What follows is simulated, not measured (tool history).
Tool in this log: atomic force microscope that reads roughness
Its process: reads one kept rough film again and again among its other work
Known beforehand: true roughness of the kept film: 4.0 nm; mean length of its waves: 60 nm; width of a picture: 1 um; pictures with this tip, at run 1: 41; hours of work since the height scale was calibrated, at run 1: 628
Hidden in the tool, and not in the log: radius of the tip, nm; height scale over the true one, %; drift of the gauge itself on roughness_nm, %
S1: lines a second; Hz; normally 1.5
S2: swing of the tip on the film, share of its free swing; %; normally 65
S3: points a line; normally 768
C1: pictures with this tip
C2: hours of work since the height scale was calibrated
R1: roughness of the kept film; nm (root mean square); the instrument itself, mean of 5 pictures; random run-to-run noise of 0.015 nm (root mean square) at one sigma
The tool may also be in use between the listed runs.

run,hour,S1,S2,S3,C1,C2,R1
1,0,1.5,65,768,41,628,3.656
2,16.7,1.5,65,768,60,641,3.664
# hour 35.1: new tip fitted
3,37.5,1.5,65,768,3,656,3.675
4,55.1,1.5,65,768,23,670,3.67
5,79.3,1.5,65,768,52,688,3.679
6,93.2,1.5,65,768,68,699,3.653
# hour 104.7: new tip fitted
7,109.9,2.06,65,768,6,711,3.604
8,126.2,1.5,65,768,25,723,3.673

Run 9 is up next; what results do you expect?
9,155.1,1.5,63,280,58,745,?

R1: 3.668 nm (root mean square)
With the hidden condition absent and the run-to-run variation left alone, this run would have shown R1 3.672 nm (root mean square).
